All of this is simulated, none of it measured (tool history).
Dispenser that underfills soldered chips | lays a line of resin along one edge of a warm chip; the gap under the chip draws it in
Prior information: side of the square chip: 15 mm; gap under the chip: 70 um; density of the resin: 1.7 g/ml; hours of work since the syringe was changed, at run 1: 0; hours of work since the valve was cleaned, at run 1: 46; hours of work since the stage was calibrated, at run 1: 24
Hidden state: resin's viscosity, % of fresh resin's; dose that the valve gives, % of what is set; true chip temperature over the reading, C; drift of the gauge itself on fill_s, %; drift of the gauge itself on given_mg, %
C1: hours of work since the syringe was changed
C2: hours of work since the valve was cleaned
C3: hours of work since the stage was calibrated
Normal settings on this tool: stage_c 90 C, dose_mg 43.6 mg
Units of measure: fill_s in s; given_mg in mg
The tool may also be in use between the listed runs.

{"run": 1, "hour": 0.0, "stage_c": 90, "dose_mg": 43.6, "C1": 0, "C2": 46, "C3": 24, "fill_s": 104.2, "given_mg": 42.57}
{"run": 2, "hour": 5.9, "stage_c": 90, "dose_mg": 53.9, "C1": 5, "C2": 51, "C3": 28, "fill_s": 133.3, "given_mg": 52.41}
{"hour": 6.6, "done": "new syringe of resin"}
{"run": 3, "hour": 9.6, "stage_c": 90, "dose_mg": 53.9, "C1": 2, "C2": 53, "C3": 31, "fill_s": 113.1, "given_mg": 52.65}
{"run": 4, "hour": 12.3, "stage_c": 90, "dose_mg": 53.9, "C1": 4, "C2": 55, "C3": 33, "fill_s": 124.8, "given_mg": 51.97}
{"hour": 14.1, "done": "new syringe of resin"}
{"run": 5, "hour": 18.0, "stage_c": 90, "dose_mg": 53.9, "C1": 3, "C2": 59, "C3": 37, "fill_s": 115.7, "given_mg": 52.09}
{"hour": 21.4, "done": "new syringe of resin"}
{"run": 6, "hour": 21.5, "stage_c": 90, "dose_mg": 53.9, "C1": 0, "C2": 61, "C3": 39, "fill_s": 101.2, "given_mg": 51.71}
{"run": 7, "hour": 25.7, "stage_c": 100, "dose_mg": 45.1, "C1": 3, "C2": 65, "C3": 42, "fill_s": 92.4, "given_mg": 43.65}
{"run": 8, "hour": 28.2, "stage_c": 100, "dose_mg": 45.1, "C1": 5, "C2": 66, "C3": 44, "fill_s": 101.1, "given_mg": 43.56}

Run 9 is up next; what results do you expect?
{"hour": 28.8, "done": "new syringe of resin"}
{"run": 9, "hour": 33.0, "stage_c": 100, "dose_mg": 45.1, "C1": 3, "C2": 70, "C3": 47, "fill_s": "?", "given_mg": "?"}

{"run 9": {"fill_s": 91.1, "given_mg": 43.18}}
On a tool with no hidden condition, and with the same random variation, this run would have come out at fill_s 77.4 s, given_mg 44.96 mg.

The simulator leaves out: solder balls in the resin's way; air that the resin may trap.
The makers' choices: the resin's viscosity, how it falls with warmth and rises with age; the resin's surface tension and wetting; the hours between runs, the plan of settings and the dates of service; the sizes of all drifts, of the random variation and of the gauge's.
